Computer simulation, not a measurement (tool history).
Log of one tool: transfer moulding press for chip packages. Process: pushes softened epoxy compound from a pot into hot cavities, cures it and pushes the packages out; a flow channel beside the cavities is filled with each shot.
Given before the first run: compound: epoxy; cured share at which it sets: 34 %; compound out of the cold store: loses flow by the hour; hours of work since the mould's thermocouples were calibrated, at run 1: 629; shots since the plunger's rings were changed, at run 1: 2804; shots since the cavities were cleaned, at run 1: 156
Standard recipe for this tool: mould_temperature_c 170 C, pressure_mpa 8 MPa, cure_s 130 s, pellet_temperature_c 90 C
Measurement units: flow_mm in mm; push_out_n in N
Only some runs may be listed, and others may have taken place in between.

run   hour  mould_temperature_c  pressure_mpa  cure_s  pellet_temperature_c  hours of work since the mould's thermocouples were calibrated  shots since the plunger's rings were changed  shots since the cavities were cleaned  incoming compound's hours out of the cold store  flow_mm  push_out_n
  1      0                  170             8     130                    90                                                            629                                          2804                                    156                                               20      679         371
      32.5  -- plunger's sealing rings changed
  2   49.5                  170             8     130                    90                                                            656                                           155                                    585                                               12      738         440
      59.6  -- cavities cleaned with cleaning compound and waxed
  3  114.2                  170             8     130                    90                                                            693                                           731                                    498                                              9.2      738         426
     129.4  -- cavities cleaned with cleaning compound and waxed
  4  168.8                  170             8     130                    90                                                            725                                          1216                                    359                                             39.4      639         398
     202.7  -- cavities cleaned with cleaning compound and waxed
  5  229.6                  170             8     130                    90                                                            760                                          1758                                    246                                             21.6      689         385
       247  -- mould's thermocouples calibrated
  6  259.9                  170          7.21     130                    90                                                              8                                          2015                                    503                                               39      598         411
     276.9  -- cavities cleaned with cleaning compound and waxed
  7  304.3                  170          7.21     130                    90                                                             33                                          2407                                    250                                             19.8      654         410
       348  -- cavities cleaned with cleaning compound and waxed
  8  355.1                  177          6.21     123                    90                                                             62                                          2857                                     65                                             44.9      518         292
     382.8  -- plunger's sealing rings changed
     420.9  -- cavities cleaned with cleaning compound and waxed
  9  421.5                  170             8     139                    90                                                             99                                           340                                      6                                             37.7      651         299
       491  -- cavities cleaned with cleaning compound and waxed
 10  492.3                  170             8     139                    90                                                            139                                           972                                     12                                               14      727         322
 11  551.1                  170             8     139                    91                                                            174                                          1509                                    549                                             14.8      709         414
     562.3  -- cavities cleaned with cleaning compound and waxed
     592.5  -- mould's thermocouples calibrated, once more
 12  598.6                  169             8     130                    82                                                              4                                          1910                                    313                                             41.8      619         385
     636.8  -- cavities cleaned with cleaning compound and waxed
 13  648.8                  169          9.25     130                    82                                                             32                                          2354                                    109                                             30.9      704         359
 14  681.7                  170             8     124                    90                                                             52                                          2655                                    410                                             44.5      607         409

Below are 3 alternative next runs, each starting from the tool's condition after run 14. Predict each:
     707.5  -- cavities cleaned with cleaning compound and waxed
  A  721.7                  165             8     157                    95                                                             74                                          3006                                    129                                             22.9        ?           ?
     707.5  -- cavities cleaned with cleaning compound and waxed
  B  721.7                  165             8     133                    90                                                             74                                          3006                                    129                                             42.8        ?           ?
     707.5  -- cavities cleaned with cleaning compound and waxed
  C  721.7                  170           9.9     130                    97                                                             74                                          3006                                    129                                             25.6        ?           ?

run  flow_mm  push_out_n
  A      690         346
  B      622         418
  C      735         328
With no hidden state in the tool, these same runs would have given:
run  flow_mm  push_out_n
  A      720         305
  B      649         368
  C      767         289
